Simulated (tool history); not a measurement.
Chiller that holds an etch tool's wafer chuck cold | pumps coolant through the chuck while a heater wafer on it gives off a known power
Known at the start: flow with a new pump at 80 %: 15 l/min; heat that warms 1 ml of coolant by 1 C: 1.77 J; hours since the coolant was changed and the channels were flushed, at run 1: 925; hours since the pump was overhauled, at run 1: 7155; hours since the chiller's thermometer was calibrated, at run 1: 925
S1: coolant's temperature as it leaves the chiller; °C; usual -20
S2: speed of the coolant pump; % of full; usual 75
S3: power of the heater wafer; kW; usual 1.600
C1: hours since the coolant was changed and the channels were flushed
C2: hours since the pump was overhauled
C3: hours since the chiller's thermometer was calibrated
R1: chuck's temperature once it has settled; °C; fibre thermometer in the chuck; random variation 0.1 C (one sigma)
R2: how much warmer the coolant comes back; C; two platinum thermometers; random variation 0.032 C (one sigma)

run	hour	S1	S2	S3	C1	C2	C3	R1	R2
1	0.0	-20	75	1.600	925	7155	925	-9.1	4.20
2	149.2	-20	75	1.600	1074	7304	1074	-9.3	4.29
3	266.6	-20	75	1.600	1192	7422	1192	-9.1	4.14
4	471.3	-20	75	2.083	1397	7626	1397	-5.7	5.53
5	588.4	-20	75	2.083	1514	7743	1514	-5.8	5.55
6	716.4	-20	75	2.083	1642	7872	1642	-5.6	5.51
7	808.9	-20	67	2.083	1734	7964	1734	-4.5	6.22
8	993.0	-20	67	2.083	1918	8148	1918	-4.5	6.27
9	1182.7	-20	67	2.083	2108	8338	2108	-4.6	6.31
10	1276.3	-16	75	1.600	2201	8431	2201	-5.0	4.26
11	1423.3	-20	75	1.600	2348	8578	2348	-8.9	4.31
12	1545.1	-20	70	1.600	2470	8700	2470	-8.2	4.63
13	1670.7	-20	70	1.600	2596	8826	2596	-8.2	4.67
14	1822.1	-20	70	1.600	2747	8977	2747	-8.4	4.62
15	1947.0	-20	70	1.600	2872	9102	2872	-8.2	4.66
# hour 2017.6: coolant pump overhauled
16	2144.5	-20	70	1.600	3065	127	3065	-8.8	4.20
17	2259.6	-20	70	1.600	3180	242	3180	-8.9	4.18
18	2454.7	-12	70	1.938	3375	437	3375	1.4	5.01
19	2548.7	-14	90	0.898	3469	531	3469	-8.5	1.78
20	2740.0	-14	90	0.898	3660	722	3660	-8.6	1.83
# hour 2776.6: chiller's thermometer calibrated
21	2901.5	-28	72	0.894	3821	883	125	-21.8	2.30
22	3025.6	-25	75	1.626	3945	1007	249	-14.3	3.99
23	3225.8	-19	92	1.619	4145	1207	449	-9.6	3.15
24	3424.6	-19	92	1.619	4344	1406	648	-9.5	3.23
25	3638.7	-19	92	1.619	4558	1620	862	-9.4	3.19
26	3775.3	-10	63	1.116	4694	1757	999	-1.6	3.32
27	3909.2	-10	63	1.116	4828	1891	1133	-1.5	3.35
28	4057.4	-15	86	1.697	4977	2039	1281	-4.5	3.56
29	4158.0	-20	75	0.978	5077	2139	1381	-13.5	2.44
30	4308.9	-23	75	0.978	5228	2290	1532	-16.3	2.42
31	4492.5	-15	60	1.439	5412	2474	1716	-3.8	4.56
32	4638.2	-28	85	1.600	5557	2620	1862	-17.8	3.49
33	4765.3	-28	85	1.600	5685	2747	1989	-17.9	3.43

Forecast each of these 3 alternatives for the next run:
A	4891.0	-26	82	1.888	5810	2872	2114	?	?
B	4891.0	-28	98	1.037	5810	2872	2114	?	?
C	4891.0	-14	75	1.600	5810	2872	2114	?	?

run	R1	R2
A	-14.0	4.27
B	-22.0	2.00
C	-3.0	4.03
Without the tool's hidden state the same runs would have given:
run	R1	R2
A	-14.9	4.13
B	-22.5	1.94
C	-3.8	3.90

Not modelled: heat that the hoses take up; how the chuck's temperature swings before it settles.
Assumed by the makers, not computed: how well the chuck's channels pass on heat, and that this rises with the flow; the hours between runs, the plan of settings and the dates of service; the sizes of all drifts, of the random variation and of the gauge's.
